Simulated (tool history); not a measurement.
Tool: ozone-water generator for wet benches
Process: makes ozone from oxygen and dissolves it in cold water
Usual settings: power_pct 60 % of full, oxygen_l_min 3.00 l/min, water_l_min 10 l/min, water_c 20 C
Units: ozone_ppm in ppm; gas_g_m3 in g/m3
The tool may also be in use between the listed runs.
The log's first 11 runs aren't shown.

{"run": 12, "hour": 751.4, "power_pct": 60, "oxygen_l_min": 3.0, "water_l_min": 13, "water_c": 20, "ozone_ppm": 13.3, "gas_g_m3": 152.5}
{"run": 13, "hour": 834.3, "power_pct": 60, "oxygen_l_min": 3.0, "water_l_min": 10, "water_c": 20, "ozone_ppm": 16.0, "gas_g_m3": 151.4}
{"run": 14, "hour": 873.3, "power_pct": 60, "oxygen_l_min": 3.11, "water_l_min": 10, "water_c": 20, "ozone_ppm": 16.4, "gas_g_m3": 149.6}
{"run": 15, "hour": 920.6, "power_pct": 60, "oxygen_l_min": 3.0, "water_l_min": 10, "water_c": 18, "ozone_ppm": 16.7, "gas_g_m3": 151.3}
{"run": 16, "hour": 999.0, "power_pct": 60, "oxygen_l_min": 3.0, "water_l_min": 10, "water_c": 18, "ozone_ppm": 16.6, "gas_g_m3": 152.6}
{"run": 17, "hour": 1069.5, "power_pct": 60, "oxygen_l_min": 3.0, "water_l_min": 12, "water_c": 20, "ozone_ppm": 14.1, "gas_g_m3": 152.5}
{"run": 18, "hour": 1110.0, "power_pct": 60, "oxygen_l_min": 3.0, "water_l_min": 12, "water_c": 20, "ozone_ppm": 14.0, "gas_g_m3": 152.8}
{"run": 19, "hour": 1176.0, "power_pct": 60, "oxygen_l_min": 3.0, "water_l_min": 12, "water_c": 20, "ozone_ppm": 14.1, "gas_g_m3": 151.0}
{"run": 20, "hour": 1227.2, "power_pct": 60, "oxygen_l_min": 3.0, "water_l_min": 12, "water_c": 20, "ozone_ppm": 14.2, "gas_g_m3": 151.1}
{"run": 21, "hour": 1312.2, "power_pct": 80, "oxygen_l_min": 3.0, "water_l_min": 12, "water_c": 20, "ozone_ppm": 18.6, "gas_g_m3": 198.1}
{"run": 22, "hour": 1390.8, "power_pct": 80, "oxygen_l_min": 3.0, "water_l_min": 12, "water_c": 20, "ozone_ppm": 18.5, "gas_g_m3": 199.2}
{"run": 23, "hour": 1467.3, "power_pct": 60, "oxygen_l_min": 3.01, "water_l_min": 10, "water_c": 20, "ozone_ppm": 16.4, "gas_g_m3": 151.6}
{"run": 24, "hour": 1516.7, "power_pct": 60, "oxygen_l_min": 3.48, "water_l_min": 10, "water_c": 15, "ozone_ppm": 18.0, "gas_g_m3": 142.0}
{"run": 25, "hour": 1591.7, "power_pct": 60, "oxygen_l_min": 5.16, "water_l_min": 10, "water_c": 20, "ozone_ppm": 16.6, "gas_g_m3": 119.5}
{"run": 26, "hour": 1681.2, "power_pct": 60, "oxygen_l_min": 3.5, "water_l_min": 10, "water_c": 20, "ozone_ppm": 16.4, "gas_g_m3": 141.4}
{"run": 27, "hour": 1727.4, "power_pct": 81, "oxygen_l_min": 3.5, "water_l_min": 10, "water_c": 20, "ozone_ppm": 21.4, "gas_g_m3": 185.6}
{"run": 28, "hour": 1812.7, "power_pct": 60, "oxygen_l_min": 3.0, "water_l_min": 10, "water_c": 14, "ozone_ppm": 17.8, "gas_g_m3": 149.9}
{"hour": 1861.9, "done": "gauge calibrated"}
{"run": 29, "hour": 1866.3, "power_pct": 60, "oxygen_l_min": 2.27, "water_l_min": 11, "water_c": 20, "ozone_ppm": 14.5, "gas_g_m3": 174.2}
{"run": 30, "hour": 1957.2, "power_pct": 60, "oxygen_l_min": 3.68, "water_l_min": 10, "water_c": 28, "ozone_ppm": 14.1, "gas_g_m3": 142.7}
{"run": 31, "hour": 1998.8, "power_pct": 65, "oxygen_l_min": 1.82, "water_l_min": 13, "water_c": 14, "ozone_ppm": 13.4, "gas_g_m3": 204.4}
{"run": 32, "hour": 2065.9, "power_pct": 65, "oxygen_l_min": 1.82, "water_l_min": 13, "water_c": 14, "ozone_ppm": 13.8, "gas_g_m3": 203.2}
{"run": 33, "hour": 2151.6, "power_pct": 54, "oxygen_l_min": 4.91, "water_l_min": 8, "water_c": 16, "ozone_ppm": 18.7, "gas_g_m3": 113.2}

Forecast each of these 3 alternatives for the next run:
{"run": "A", "hour": 2204.5, "power_pct": 63, "oxygen_l_min": 3.0, "water_l_min": 10, "water_c": 20, "ozone_ppm": "?", "gas_g_m3": "?"}
{"run": "B", "hour": 2204.5, "power_pct": 54, "oxygen_l_min": 4.91, "water_l_min": 16, "water_c": 16, "ozone_ppm": "?", "gas_g_m3": "?"}
{"run": "C", "hour": 2204.5, "power_pct": 52, "oxygen_l_min": 1.77, "water_l_min": 10, "water_c": 20, "ozone_ppm": "?", "gas_g_m3": "?"}

run=A ozone_ppm=17.0 gas_g_m3=160.7
run=B ozone_ppm=11.1 gas_g_m3=113.0
run=C ozone_ppm=13.2 gas_g_m3=167.3
Without the tool's hidden state the same runs would have given:
run=A ozone_ppm=17.0 gas_g_m3=161.7
run=B ozone_ppm=11.1 gas_g_m3=113.6
run=C ozone_ppm=13.2 gas_g_m3=168.2
